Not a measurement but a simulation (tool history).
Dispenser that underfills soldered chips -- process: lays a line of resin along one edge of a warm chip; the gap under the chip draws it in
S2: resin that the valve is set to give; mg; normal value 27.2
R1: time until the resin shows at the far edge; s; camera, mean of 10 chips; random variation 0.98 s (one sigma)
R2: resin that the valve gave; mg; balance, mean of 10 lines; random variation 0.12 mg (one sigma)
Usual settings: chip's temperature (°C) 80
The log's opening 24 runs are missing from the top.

{"hour": 245.5, "done": "new syringe of resin"}
{"hour": 254.1, "done": "new syringe of resin"}
{"run": 25, "hour": 258.1, "chip's temperature (°C)": 71, "S2": 24.5, "R1": 180.6, "R2": 22.36}
{"hour": 262.3, "done": "new syringe of resin"}
{"run": 26, "hour": 268.4, "chip's temperature (°C)": 71, "S2": 24.5, "R1": 208, "R2": 22.22}
{"hour": 270.9, "done": "new syringe of resin"}
{"hour": 279.6, "done": "new syringe of resin"}
{"run": 27, "hour": 282.9, "chip's temperature (°C)": 70, "S2": 35.1, "R1": 173.3, "R2": 31.6}
{"hour": 288.1, "done": "new syringe of resin"}
{"run": 28, "hour": 289.8, "chip's temperature (°C)": 70, "S2": 35.1, "R1": 154.1, "R2": 31.33}
{"hour": 292.1, "done": "stage's temperature calibrated"}
{"hour": 297.5, "done": "new syringe of resin"}
{"run": 29, "hour": 300.1, "chip's temperature (°C)": 70, "S2": 35.1, "R1": 152.3, "R2": 31.34}
{"hour": 306.1, "done": "new syringe of resin"}
{"hour": 314.1, "done": "new syringe of resin"}
{"run": 30, "hour": 314.9, "chip's temperature (°C)": 70, "S2": 24.5, "R1": 145.8, "R2": 21.61}
{"hour": 322.5, "done": "new syringe of resin"}
{"run": 31, "hour": 325.9, "chip's temperature (°C)": 84, "S2": 33.6, "R1": 101.2, "R2": 29.16}
{"hour": 330.8, "done": "new syringe of resin"}
{"hour": 339.2, "done": "new syringe of resin"}
{"run": 32, "hour": 340.1, "chip's temperature (°C)": 84, "S2": 33.6, "R1": 83.9, "R2": 28.83}
{"hour": 342.4, "done": "dispensing valve cleaned and set on the balance"}
{"hour": 349.0, "done": "new syringe of resin"}
{"run": 33, "hour": 350.5, "chip's temperature (°C)": 76, "S2": 33, "R1": 115.5, "R2": 32.75}

4 options for the next run, each taken on its own from the tool as it stands now. Forecast them:
{"hour": 357.5, "done": "new syringe of resin"}
{"run": "A", "hour": 361.1, "chip's temperature (°C)": 85, "S2": 25, "R1": "?", "R2": "?"}
{"hour": 357.5, "done": "new syringe of resin"}
{"run": "B", "hour": 361.1, "chip's temperature (°C)": 80, "S2": 30.4, "R1": "?", "R2": "?"}
{"hour": 357.5, "done": "new syringe of resin"}
{"run": "C", "hour": 361.1, "chip's temperature (°C)": 82, "S2": 33.5, "R1": "?", "R2": "?"}
{"hour": 357.5, "done": "new syringe of resin"}
{"run": "D", "hour": 361.1, "chip's temperature (°C)": 76, "S2": 28.6, "R1": "?", "R2": "?"}

run=A R1=100.9 R2=24.85
run=B R1=116.8 R2=30.26
run=C R1=106.5 R2=33.28
run=D R1=133.8 R2=28.38
What these runs would have given with no unlogged condition in the tool:
run=A R1=80.3 R2=25.09
run=B R1=93 R2=30.57
run=C R1=84.9 R2=33.61
run=D R1=106.3 R2=28.67
